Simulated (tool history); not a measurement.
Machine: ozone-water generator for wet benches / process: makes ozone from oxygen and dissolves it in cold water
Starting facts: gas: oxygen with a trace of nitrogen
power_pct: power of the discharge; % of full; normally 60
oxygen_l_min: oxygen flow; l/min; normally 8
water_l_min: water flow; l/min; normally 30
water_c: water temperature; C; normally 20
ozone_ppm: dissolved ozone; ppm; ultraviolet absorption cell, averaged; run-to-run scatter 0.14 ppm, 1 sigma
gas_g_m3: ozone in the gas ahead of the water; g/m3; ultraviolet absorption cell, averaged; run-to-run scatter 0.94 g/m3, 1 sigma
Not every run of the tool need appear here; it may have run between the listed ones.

run     day  power_pct  oxygen_l_min  water_l_min  water_c  ozone_ppm  gas_g_m3
  1       0         60             8           30       20       14.3     150.2
  2   1.108         60             8           30       20       14.3     149.9
  3     2.9         60             8           30       20       14.4       148
  4   4.646         60             8           30       20       14.2     149.3
  5   6.896         60             8           30       22       13.5     148.2
  6   8.521         60             8           30       22       13.7     148.8
  7    9.85         72             8           30       22       15.7     172.5
  8  11.725         60             8           30       20       14.2     148.9
  9  13.571         60             8           30       20         14     147.7
 10  14.904         60             8           30       20         14     147.2
 11  16.929         60          5.41           30       20       13.9     181.6
 12  18.417         60             8           31       20       13.3     145.6
 13  19.588         60             8           31       20       13.4     147.7
 14  21.604         60             8           30       17       14.4     147.4
 15  22.575         60             8           30       17       14.4     145.9
 16  23.646         60             8           30       20       13.9     146.2
 17  24.996         60             8           30       20       13.7     145.9
 18  26.142         60             8           30       20       13.9     145.5
 19  27.262         60          7.23           30       17       14.2     153.5
 20  28.654         60          4.38           30       24       12.8     203.6
 21    30.1         60          4.38           30       24       12.8     202.7
 22  31.192         83         11.15           19       15       27.2     158.2
 23  33.038         83         11.15           19       15       27.2     158.8
 24  34.983         83         11.15           19       15       27.1     159.6
 25  36.167         83         10.64           31       17       17.7     162.4
 26  37.371         73          6.01           35       13       14.6       201
 27  39.471         83             8           18       20       26.6     188.8
 28  41.175         42             8           29       20       10.4     108.3
 29  42.738         97          6.25           36       26       15.8     241.2
 30  44.758         88             8           45       20       12.5     195.8
 31  46.862         88             8           45       20       12.1     197.7
 32  48.938         88             8           45       20       12.2     195.8
 33  50.562         88         13.95           19       20       23.6     144.2
 34  51.988         88         13.95           19       20       23.5     142.4

Consider 3 possible next runs. They are alternatives, not a sequence: every one starts from the tool as it was left by run 34. What does each give?
  A  53.688         60          6.13           30       20          ?         ?
  B  53.688         88         10.11           19       20          ?         ?
  C  53.688         89          7.28           24       20          ?         ?

run  ozone_ppm  gas_g_m3
  A       13.4     166.5
  B       25.5     171.5
  C       22.4     207.4
What these runs would have given with no unlogged condition in the tool:
run  ozone_ppm  gas_g_m3
  A       15.5     185.9
  B       30.5     199.6
  C       26.9     241.6
